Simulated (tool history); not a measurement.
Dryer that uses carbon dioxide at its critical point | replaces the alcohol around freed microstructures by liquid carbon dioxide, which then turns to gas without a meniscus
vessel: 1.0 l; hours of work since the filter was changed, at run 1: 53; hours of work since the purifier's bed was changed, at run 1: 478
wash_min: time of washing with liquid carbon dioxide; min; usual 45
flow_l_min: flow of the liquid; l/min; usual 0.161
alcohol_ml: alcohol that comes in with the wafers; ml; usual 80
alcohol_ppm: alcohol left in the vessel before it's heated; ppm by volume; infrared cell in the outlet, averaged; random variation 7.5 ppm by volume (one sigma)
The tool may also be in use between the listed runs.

run     day  wash_min  flow_l_min  alcohol_ml  hours of work since the filter was changed  hours of work since the purifier's bed was changed  alcohol_ppm
  1       0        45       0.161          80                                          53                                                 478          560
  2   0.692        45       0.161          80                                          65                                                 490          566
  3   1.142        45       0.161          80                                          73                                                 498          577
  4   1.642        45       0.161          80                                          81                                                 506          611
  5   2.271        45       0.209          80                                          92                                                 517          217
  6   2.558        45       0.209          80                                          97                                                 522          233
  7   3.225        44       0.209          80                                         109                                                 534          248
  8   3.921        44       0.209          80                                         121                                                 546          256
  9   4.404        44       0.209          80                                         129                                                 554          256
 10   4.958        45       0.251          80                                         138                                                 563          173
 11   5.254        45       0.161          24                                         143                                                 568          311
 12   5.554        45       0.161          24                                         149                                                 574          305
 13   6.129        45       0.132          80                                         158                                                 583         1615
 14   6.446        45       0.227          80                                         164                                                 589          214
 15   7.025        45       0.177          80                                         174                                                 599          506
 16   7.454        47       0.177          80                                         181                                                 606          454
 17   7.738        47       0.177          83                                         186                                                 611          449
 18   8.408        45       0.161          80                                         198                                                 622          810
 19   9.033        64       0.161          80                                         208                                                 633          243
 20   9.517        59       0.161          80                                         217                                                 641          306
 21  10.179        45       0.097          80                                         228                                                 653         5385
     10.429  -- inlet filter changed
 22  10.546        45       0.161          80                                           2                                                 658          543
 23  11.021        36       0.122          80                                          10                                                 667         3435
 24  11.692        45       0.259          44                                          22                                                 678          169
 25  12.108        45       0.259          44                                          29                                                 685          173
 26  12.558        28       0.189          44                                          36                                                 693         1072
 27  12.846        67       0.266          32                                          41                                                 698          173
 28  13.204        67       0.266          32                                          48                                                 704          162
 29  13.554        27       0.122          88                                          54                                                 710         8983
 30  13.933        27       0.122          88                                          60                                                 717         9052
 31   14.45        27       0.122          88                                          69                                                 725         8664
 32  14.783        27       0.122          88                                          75                                                 731         8966
 33  15.392        27       0.122          88                                          85                                                 742         9012
 34  15.738        48       0.177          80                                          91                                                 748          380
 35  16.121        48       0.177          80                                          98                                                 754          379
 36  16.412        48       0.177          80                                         103                                                 759          399
 37  16.979        45       0.161          80                                         112                                                 769          710
 38    17.4        45       0.161          80                                         120                                                 776          760
     17.567  -- purifier's bed changed
 39  17.892        45       0.161          80                                         126                                                   6          551
 40  18.408        45       0.225          90                                         135                                                  14           82
 41  19.012        30       0.135          28                                         145                                                  25         1908
 42  19.412        49        0.24          95                                         152                                                  32           40
 43  20.058        48       0.158          31                                         163                                                  43          195

Hidden state or all else? Some run-to-run changes of alcohol_ppm, split into what the settings, what came in and random variation would give without the hidden state, and what is left for the hidden state (with any gauge scatter that isn't in both results):
The hidden state here: flow that reaches the vessel past the clogged filter, %; alcohol in the recycled carbon dioxide, ppm; drift of the gauge itself on alcohol_ppm, %.
Run 20 -> 21: wash_min 59 -> 45, flow_l_min 0.161 -> 0.097. alcohol_ppm +5079 ppm by volume: hidden state +1650, all else +3429.
Run 21 -> 22: flow_l_min 0.097 -> 0.161, inlet filter changed. alcohol_ppm -4842 ppm by volume: hidden state -1716, all else -3126.
Run 28 -> 29: wash_min 67 -> 27, flow_l_min 0.266 -> 0.122, alcohol_ml 32 -> 88. alcohol_ppm +8821 ppm by volume: hidden state +706, all else +8115.
Run 33 -> 34: wash_min 27 -> 48, flow_l_min 0.122 -> 0.177, alcohol_ml 88 -> 80. alcohol_ppm -8632 ppm by volume: hidden state -973, all else -7659.

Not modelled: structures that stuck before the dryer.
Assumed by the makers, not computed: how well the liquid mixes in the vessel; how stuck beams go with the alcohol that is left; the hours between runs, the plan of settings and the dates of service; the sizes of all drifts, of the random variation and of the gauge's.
